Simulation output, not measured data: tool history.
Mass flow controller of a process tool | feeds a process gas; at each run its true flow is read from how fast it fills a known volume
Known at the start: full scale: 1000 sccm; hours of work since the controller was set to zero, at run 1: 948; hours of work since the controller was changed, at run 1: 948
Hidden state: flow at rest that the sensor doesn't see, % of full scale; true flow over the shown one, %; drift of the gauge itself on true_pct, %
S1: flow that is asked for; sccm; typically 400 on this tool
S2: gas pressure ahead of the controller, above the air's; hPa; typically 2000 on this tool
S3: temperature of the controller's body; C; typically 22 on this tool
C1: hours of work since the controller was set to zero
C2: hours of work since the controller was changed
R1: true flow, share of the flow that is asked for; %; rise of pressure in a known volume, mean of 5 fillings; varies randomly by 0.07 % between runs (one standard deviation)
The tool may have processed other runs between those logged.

run	hour	S1	S2	S3	C1	C2	R1
1	0.0	400	2000	22	948	948	99.03
2	47.1	400	2000	22	975	975	99.02
3	134.2	400	2000	22	1026	1026	98.89
4	212.8	400	2000	22	1072	1072	98.94
5	256.1	400	1800	22	1098	1098	98.77
6	316.9	400	2000	22	1133	1133	98.64
7	362.9	400	2000	22	1160	1160	98.78
8	433.6	400	2000	38	1202	1202	100.19
9	472.6	400	2000	38	1224	1224	100.01
10	510.6	400	2400	21	1247	1247	98.88
11	589.4	161	2200	21	1293	1293	98.42
12	669.1	161	2200	21	1340	1340	98.44
13	739.5	247	2220	28	1381	1381	98.95
14	787.5	449	2220	28	1409	1409	99.30
15	845.1	449	2220	28	1443	1443	99.07

Consider 4 possible next runs. They are alternatives, not a sequence: every one starts from the tool as it was left by run 15. What does each give?
A	901.5	449	2220	34	1476	1476	?
B	901.5	230	2420	30	1476	1476	?
C	901.5	398	2220	28	1476	1476	?
D	901.5	449	1750	28	1476	1476	?

run	R1
A	99.65
B	99.34
C	99.08
D	98.81
Take away the tool's hidden state, keep each run's random variation, and the runs would have read:
run	R1
A	100.19
B	99.87
C	99.61
D	99.34
